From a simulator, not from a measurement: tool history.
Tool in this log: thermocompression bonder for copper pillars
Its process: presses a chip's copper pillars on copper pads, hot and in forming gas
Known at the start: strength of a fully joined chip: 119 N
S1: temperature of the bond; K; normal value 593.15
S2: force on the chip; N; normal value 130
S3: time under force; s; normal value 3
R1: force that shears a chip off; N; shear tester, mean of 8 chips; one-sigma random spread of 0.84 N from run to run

run 1 hour=0.0 | S1=593.15 S2=130 S3=3 | R1=58.1
run 2 hour=18.5 | S1=593.15 S2=130 S3=3 | R1=56.4
run 3 hour=45.4 | S1=593.15 S2=130 S3=3 | R1=57.7
run 4 hour=69.1 | S1=593.15 S2=130 S3=3 | R1=57.6
run 5 hour=98.9 | S1=593.15 S2=130 S3=3 | R1=56.3
run 6 hour=116.6 | S1=593.15 S2=130 S3=3 | R1=56.6
run 7 hour=136.5 | S1=587.15 S2=130 S3=3 | R1=53.3
run 8 hour=160.7 | S1=593.15 S2=130 S3=8 | R1=74.6
-- hour=175.6 heater calibrated with a thermocouple chip
run 9 hour=196.8 | S1=593.15 S2=130 S3=4 | R1=58.4
-- hour=199.8 forming gas filter changed
run 10 hour=217.8 | S1=593.15 S2=130 S3=4 | R1=63.3
run 11 hour=241.4 | S1=593.15 S2=130 S3=4 | R1=62.6
run 12 hour=274.0 | S1=593.15 S2=130 S3=4 | R1=63.3
-- hour=280.6 heater calibrated with a thermocouple chip, once more
run 13 hour=309.8 | S1=593.15 S2=130 S3=4 | R1=73.4
run 14 hour=325.5 | S1=593.15 S2=130 S3=4 | R1=70.6
run 15 hour=352.5 | S1=593.15 S2=130 S3=4 | R1=70.8
run 16 hour=381.9 | S1=593.15 S2=130 S3=4 | R1=68.4
run 17 hour=401.4 | S1=593.15 S2=130 S3=4 | R1=70.9
run 18 hour=426.3 | S1=593.15 S2=130 S3=3 | R1=62.9
run 19 hour=458.8 | S1=587.15 S2=130 S3=3 | R1=61.7
run 20 hour=481.7 | S1=593.15 S2=128 S3=3 | R1=62.7
run 21 hour=509.0 | S1=584.15 S2=86 S3=2 | R1=34.7
run 22 hour=532.8 | S1=577.15 S2=155 S3=7 | R1=80.4
run 23 hour=550.2 | S1=577.15 S2=155 S3=7 | R1=77.9
run 24 hour=583.6 | S1=577.15 S2=155 S3=7 | R1=80.1
run 25 hour=612.9 | S1=577.15 S2=155 S3=7 | R1=79.7
run 26 hour=628.5 | S1=613.15 S2=155 S3=5 | R1=87.6
run 27 hour=655.9 | S1=613.15 S2=155 S3=5 | R1=85.6
run 28 hour=683.7 | S1=600.15 S2=145 S3=5 | R1=79.0
run 29 hour=712.5 | S1=573.15 S2=154 S3=4 | R1=64.2
run 30 hour=728.0 | S1=569.15 S2=153 S3=2 | R1=48.3
run 31 hour=745.7 | S1=569.15 S2=153 S3=2 | R1=47.9
-- hour=769.8 forming gas filter changed
run 32 hour=776.7 | S1=569.15 S2=153 S3=2 | R1=52.4
run 33 hour=806.4 | S1=593.15 S2=157 S3=3 | R1=72.5
run 34 hour=829.7 | S1=612.15 S2=182 S3=4 | R1=94.4
run 35 hour=862.2 | S1=589.15 S2=131 S3=5 | R1=70.8
run 36 hour=878.7 | S1=621.15 S2=131 S3=5 | R1=84.3
run 37 hour=894.9 | S1=621.15 S2=131 S3=5 | R1=87.7
run 38 hour=925.0 | S1=600.15 S2=131 S3=8 | R1=86.3
run 39 hour=948.2 | S1=596.15 S2=118 S3=3 | R1=60.0
run 40 hour=974.6 | S1=596.15 S2=118 S3=3 | R1=58.4

Predict each of these 3 candidate next runs independently; none follows another, all start after run 40:
run A hour=991.9 | S1=605.15 S2=98 S3=4 | R1=?
run B hour=991.9 | S1=596.15 S2=145 S3=3 | R1=?
run C hour=991.9 | S1=593.15 S2=98 S3=2 | R1=?

run=A R1=60.3
run=B R1=67.5
run=C R1=41.4
Had the tool no hidden state, the same runs would have come out as:
run=A R1=66.6
run=B R1=74.3
run=C R1=46.4
